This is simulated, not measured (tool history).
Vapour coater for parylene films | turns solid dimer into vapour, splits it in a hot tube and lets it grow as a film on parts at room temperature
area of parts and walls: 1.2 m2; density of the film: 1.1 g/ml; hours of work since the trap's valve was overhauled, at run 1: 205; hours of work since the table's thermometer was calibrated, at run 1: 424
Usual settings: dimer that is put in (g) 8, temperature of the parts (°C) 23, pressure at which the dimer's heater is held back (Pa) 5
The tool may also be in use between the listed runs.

run,hour,dimer that is put in (g),temperature of the parts (°C),pressure at which the dimer's heater is held back (Pa),hours of work since the trap's valve was overhauled,hours of work since the table's thermometer was calibrated,thickness of the film (µm)
1,0,8,23,5,205,424,3.9
2,21,8,23,5,218,436,3.82
3,41.8,5,23,5,230,448,2.41
4,70.8,5,23,5,248,466,2.42
5,97,5,23,5,263,481,2.38
6,115.7,5,23,5,274,492,2.39
7,136,5,25,5,286,504,2.22
8,157.4,5,25,5,299,517,2.25
9,174.3,8,17,5,309,527,4.46
10,190.1,8,23,5,318,536,3.74
11,218.7,8,23,5,335,553,3.68
12,247.6,8,23,5,352,570,3.74
13,263.2,8,23,5,362,580,3.73
14,286.9,7,16,2.29,376,594,4.28
15,316.7,11,16,3.33,393,611,6.45
16,337.5,11,16,3.33,406,624,6.46
17,352.5,11,16,3.33,415,633,6.39
18,379.3,10,32,5,431,649,3.46
19,402.1,3,18,5,444,662,1.56
20,415,4,34,2.85,452,670,1.36
21,442.5,4,34,2.85,468,686,1.34
22,455.2,8,23,3.21,476,694,3.76
23,482.1,8,23,3.21,492,710,3.68

3 ways to go on from here, each from the tool as it stands after run 23. What would each give?
A,512.4,5,20,5,510,728,?
B,512.4,14,26,5,510,728,?
C,512.4,8,23,9.2,510,728,?

run,thickness of the film (µm)
A,2.44
B,5.7
C,3.45
Without the tool's hidden state the same runs would have given:
run,thickness of the film (µm)
A,2.88
B,6.72
C,4.06
